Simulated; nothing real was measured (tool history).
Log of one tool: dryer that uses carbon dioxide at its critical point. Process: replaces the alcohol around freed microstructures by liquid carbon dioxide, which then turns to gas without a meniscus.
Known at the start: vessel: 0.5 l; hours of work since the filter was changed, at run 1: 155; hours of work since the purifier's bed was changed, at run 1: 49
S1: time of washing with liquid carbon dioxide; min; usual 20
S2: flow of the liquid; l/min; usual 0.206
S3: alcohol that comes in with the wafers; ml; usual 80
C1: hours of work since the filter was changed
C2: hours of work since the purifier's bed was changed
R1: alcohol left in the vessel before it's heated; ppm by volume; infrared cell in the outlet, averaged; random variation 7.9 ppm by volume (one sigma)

run,hour,S1,S2,S3,C1,C2,R1
1,0.0,20,0.206,80,155,49,881
2,9.3,20,0.206,65,158,52,718
3,21.1,19,0.206,80,162,56,1194
4,30.7,20,0.171,80,165,60,2197
5,41.9,20,0.171,39,169,63,1088
6,60.0,20,0.171,39,175,70,1148
7,71.0,20,0.171,39,179,73,1142
8,86.8,20,0.343,80,184,79,48
9,97.4,13,0.206,80,188,82,6150
# hour 111.0: inlet filter changed
10,114.8,20,0.206,80,1,88,413
11,122.7,20,0.206,80,4,91,436
12,137.8,20,0.206,80,9,96,449
13,148.1,20,0.206,80,13,99,438
14,160.9,20,0.206,80,17,104,439
15,169.0,20,0.206,80,20,106,460
16,179.7,20,0.206,80,23,110,479
17,195.2,20,0.206,80,29,115,481
18,208.2,20,0.228,80,33,120,277
19,219.9,20,0.228,80,37,124,273
20,228.6,20,0.206,80,40,127,508
21,237.8,20,0.206,80,43,130,537
22,252.9,20,0.206,80,48,135,544
23,260.6,20,0.206,80,51,138,551
24,272.9,20,0.206,80,55,142,556
25,286.3,16,0.146,92,60,147,7214
26,294.9,18,0.146,26,63,149,1448
27,307.1,20,0.154,26,67,154,799
28,321.6,20,0.154,64,72,159,1988
29,330.7,19,0.174,33,75,162,762
30,338.3,14,0.206,80,78,164,3232
31,354.2,14,0.206,80,83,170,3265
32,362.7,14,0.297,80,86,173,631
33,375.3,17,0.212,68,90,177,1090
34,387.5,20,0.315,40,94,181,44
35,403.5,20,0.315,40,100,187,40
36,412.2,20,0.184,40,103,190,637
37,422.4,22,0.213,40,106,193,179
38,439.9,20,0.165,80,112,199,2139
39,457.5,25,0.304,80,118,205,38
40,470.9,25,0.304,80,123,210,38
41,488.5,19,0.304,36,129,216,64
42,496.7,12,0.259,35,132,218,1291
43,508.0,12,0.259,35,136,222,1321
44,518.5,16,0.159,80,139,226,6311
45,534.1,15,0.144,46,144,231,5819
46,543.7,18,0.250,73,148,234,515
47,552.6,18,0.250,73,151,237,509

Hidden state or all else? Some run-to-run changes of R1, split into what the settings, what came in and random variation would give without the hidden state, and what is left for the hidden state (with any gauge scatter that isn't in both results):
The hidden state here: flow that reaches the vessel past the clogged filter, %; alcohol in the recycled carbon dioxide, ppm; drift of the gauge itself on alcohol_ppm, %.
Run 8 -> 9: S1 20 -> 13, S2 0.343 -> 0.206. R1 +6102 ppm by volume: hidden state +2782, all else +3320.
Run 9 -> 10: S1 13 -> 20, inlet filter changed. R1 -5737 ppm by volume: hidden state -2798, all else -2939.
Run 24 -> 25: S1 20 -> 16, S2 0.206 -> 0.146, S3 80 -> 92. R1 +6658 ppm by volume: hidden state +1062, all else +5596.
Run 25 -> 26: S1 16 -> 18, S3 92 -> 26. R1 -5766 ppm by volume: hidden state -925, all else -4841.
Run 43 -> 44: S1 12 -> 16, S2 0.259 -> 0.159, S3 35 -> 80. R1 +4990 ppm by volume: hidden state +1719, all else +3271.
